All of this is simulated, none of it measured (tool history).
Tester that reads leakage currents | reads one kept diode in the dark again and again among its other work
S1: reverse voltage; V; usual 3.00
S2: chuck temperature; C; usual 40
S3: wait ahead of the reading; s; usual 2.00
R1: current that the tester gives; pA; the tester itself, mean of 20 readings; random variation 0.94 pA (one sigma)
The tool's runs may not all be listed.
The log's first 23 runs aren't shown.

run	hour	S1	S2	S3	R1
24	625.6	3.00	40	6.10	358.00
25	649.3	1.96	40	6.10	291.79
# hour 655.1: chuck's temperature calibrated
26	681.3	4.90	37	2.89	372.19
27	716.9	4.90	37	2.89	372.25
28	746.4	4.90	37	2.89	375.14
29	764.6	4.90	37	2.89	373.43
30	784.4	1.21	42	2.89	281.60
31	816.8	1.21	42	2.89	279.97
32	836.0	12.98	42	2.89	884.09
33	861.2	2.12	40	0.41	318.25
34	878.8	2.12	40	0.41	318.53

The next listed run, before its measurement:
# hour 895.7: chuck's temperature calibrated, once more
35	912.8	2.12	40	0.41	?

{"run 35": {"R1": 266.65}}
Without the tool's hidden state the same run would have given R1 267.06 pA.
